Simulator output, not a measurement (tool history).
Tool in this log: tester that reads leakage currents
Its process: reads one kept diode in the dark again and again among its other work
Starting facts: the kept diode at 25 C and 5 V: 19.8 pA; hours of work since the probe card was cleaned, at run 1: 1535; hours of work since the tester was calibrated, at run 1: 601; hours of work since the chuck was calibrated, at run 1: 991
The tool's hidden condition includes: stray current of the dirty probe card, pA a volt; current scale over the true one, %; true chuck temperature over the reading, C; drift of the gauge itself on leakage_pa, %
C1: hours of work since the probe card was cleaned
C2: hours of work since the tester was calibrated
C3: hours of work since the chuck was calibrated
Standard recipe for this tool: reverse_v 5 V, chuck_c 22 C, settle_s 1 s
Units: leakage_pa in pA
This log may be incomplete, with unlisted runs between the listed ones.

run 1 day=0 | reverse_v=5 chuck_c=22 settle_s=1 | C1=1535 C2=601 C3=991 | leakage_pa=26.13
run 2 day=1.825 | reverse_v=5.06 chuck_c=22 settle_s=1 | C1=1559 C2=624 C3=1015 | leakage_pa=26.64
run 3 day=3.521 | reverse_v=5.06 chuck_c=22 settle_s=1 | C1=1581 C2=647 C3=1037 | leakage_pa=26.86
run 4 day=5.412 | reverse_v=5.06 chuck_c=22 settle_s=1 | C1=1606 C2=671 C3=1062 | leakage_pa=26.97
run 5 day=6.383 | reverse_v=5.06 chuck_c=22 settle_s=1 | C1=1618 C2=684 C3=1074 | leakage_pa=27.18
run 6 day=7.75 | reverse_v=5.06 chuck_c=22 settle_s=1 | C1=1636 C2=702 C3=1092 | leakage_pa=27.15
run 7 day=9.504 | reverse_v=5.06 chuck_c=40 settle_s=1 | C1=1659 C2=725 C3=1115 | leakage_pa=93.79
run 8 day=10.396 | reverse_v=19.26 chuck_c=22 settle_s=1 | C1=1671 C2=736 C3=1127 | leakage_pa=70.59
run 9 day=12.104 | reverse_v=19.26 chuck_c=22 settle_s=1 | C1=1693 C2=758 C3=1149 | leakage_pa=71.32
run 10 day=13.454 | reverse_v=5 chuck_c=22 settle_s=1 | C1=1711 C2=776 C3=1167 | leakage_pa=27.55
run 11 day=15.25 | reverse_v=5 chuck_c=22 settle_s=1 | C1=1734 C2=799 C3=1190 | leakage_pa=27.63
-- day=15.488 chuck's temperature calibrated
run 12 day=17.254 | reverse_v=5 chuck_c=22 settle_s=1 | C1=1759 C2=824 C3=23 | leakage_pa=28.71
-- day=18.558 chuck's temperature calibrated, once more
run 13 day=19.233 | reverse_v=5 chuck_c=22 settle_s=3.14 | C1=1784 C2=849 C3=9 | leakage_pa=23.88
run 14 day=20.033 | reverse_v=5 chuck_c=22 settle_s=3.14 | C1=1794 C2=860 C3=19 | leakage_pa=23.78
run 15 day=21.95 | reverse_v=5 chuck_c=22 settle_s=3.14 | C1=1819 C2=885 C3=44 | leakage_pa=24.04
run 16 day=23.554 | reverse_v=5 chuck_c=32 settle_s=1 | C1=1840 C2=906 C3=65 | leakage_pa=45.87
run 17 day=24.625 | reverse_v=5 chuck_c=32 settle_s=1 | C1=1854 C2=919 C3=79 | leakage_pa=46.27
run 18 day=25.996 | reverse_v=5 chuck_c=22 settle_s=1 | C1=1872 C2=937 C3=97 | leakage_pa=24.73
run 19 day=27.888 | reverse_v=5 chuck_c=54 settle_s=1 | C1=1897 C2=962 C3=122 | leakage_pa=220.17
run 20 day=29.354 | reverse_v=5 chuck_c=26 settle_s=1 | C1=1916 C2=981 C3=141 | leakage_pa=31.86
run 21 day=30.967 | reverse_v=5 chuck_c=26 settle_s=1 | C1=1937 C2=1002 C3=162 | leakage_pa=32.1
run 22 day=32.771 | reverse_v=6.81 chuck_c=24 settle_s=3.96 | C1=1960 C2=1026 C3=185 | leakage_pa=34.98
run 23 day=33.808 | reverse_v=6.81 chuck_c=24 settle_s=3.96 | C1=1974 C2=1039 C3=199 | leakage_pa=35.15
run 24 day=35.683 | reverse_v=6.81 chuck_c=24 settle_s=3.96 | C1=1998 C2=1064 C3=223 | leakage_pa=35.28
run 25 day=37.262 | reverse_v=2.67 chuck_c=22 settle_s=2.43 | C1=2019 C2=1084 C3=244 | leakage_pa=16.52
run 26 day=38.354 | reverse_v=7.57 chuck_c=22 settle_s=0.36 | C1=2033 C2=1098 C3=258 | leakage_pa=36.28
run 27 day=39.833 | reverse_v=10.87 chuck_c=22 settle_s=1 | C1=2052 C2=1118 C3=277 | leakage_pa=46.17
run 28 day=41.383 | reverse_v=1.7 chuck_c=24 settle_s=4.92 | C1=2073 C2=1138 C3=298 | leakage_pa=14.16
run 29 day=42.217 | reverse_v=5 chuck_c=58 settle_s=7.97 | C1=2083 C2=1149 C3=308 | leakage_pa=298.61
run 30 day=43.733 | reverse_v=5 chuck_c=36 settle_s=3.21 | C1=2103 C2=1169 C3=328 | leakage_pa=63.84
run 31 day=44.683 | reverse_v=5.08 chuck_c=37 settle_s=0.44 | C1=2116 C2=1181 C3=341 | leakage_pa=69.7
run 32 day=46.512 | reverse_v=4.19 chuck_c=22 settle_s=0.67 | C1=2139 C2=1205 C3=364 | leakage_pa=23.83
run 33 day=47.712 | reverse_v=1.45 chuck_c=45 settle_s=1 | C1=2155 C2=1221 C3=380 | leakage_pa=60.9
-- day=49.383 probe card cleaned and baked
run 34 day=49.512 | reverse_v=1.45 chuck_c=45 settle_s=1 | C1=2 C2=1242 C3=402 | leakage_pa=57.86
run 35 day=50.933 | reverse_v=1.15 chuck_c=55 settle_s=2.69 | C1=20 C2=1261 C3=420 | leakage_pa=108.14
run 36 day=52.746 | reverse_v=1.15 chuck_c=55 settle_s=2.69 | C1=44 C2=1285 C3=444 | leakage_pa=109.18
run 37 day=53.792 | reverse_v=1.15 chuck_c=21 settle_s=0.96 | C1=57 C2=1298 C3=458 | leakage_pa=7.06
run 38 day=55.129 | reverse_v=1.15 chuck_c=21 settle_s=0.96 | C1=75 C2=1316 C3=475 | leakage_pa=7.07
run 39 day=56 | reverse_v=1.15 chuck_c=21 settle_s=0.96 | C1=86 C2=1327 C3=487 | leakage_pa=7.11
run 40 day=57.658 | reverse_v=2.81 chuck_c=53 settle_s=2.8 | C1=108 C2=1349 C3=508 | leakage_pa=153.1
run 41 day=59.229 | reverse_v=9.13 chuck_c=22 settle_s=0.45 | C1=128 C2=1369 C3=529 | leakage_pa=26.02

What differs in the tool's unlogged condition from the final listed run ahead of each entry between runs to the first listed run following it?
In the gap between runs 11 and 12: chuck's temperature calibrated (day 15.488)
  stray current of the dirty probe card, pA a volt: 1.661 -> 1.684; current scale over the true one, %: 0.18 -> 0.19; true chuck temperature over the reading, C: 2.49 -> 2.99
  measured result minus the result with no hidden state, leakage_pa: +12.05 -> +13.01 pA
In the gap between runs 12 and 13: chuck's temperature calibrated, once more (day 18.558)
  stray current of the dirty probe card, pA a volt: 1.684 -> 1.706; true chuck temperature over the reading, C: 2.99 -> -0.02
  measured result minus the result with no hidden state, leakage_pa: +13.01 -> +8.47 pA
In the gap between runs 33 and 34: probe card cleaned and baked (day 49.383)
  stray current of the dirty probe card, pA a volt: 2.06 -> 0.033; true chuck temperature over the reading, C: 0.66 -> 0.7
  measured result minus the result with no hidden state, leakage_pa: +6.02 -> +3.24 pA
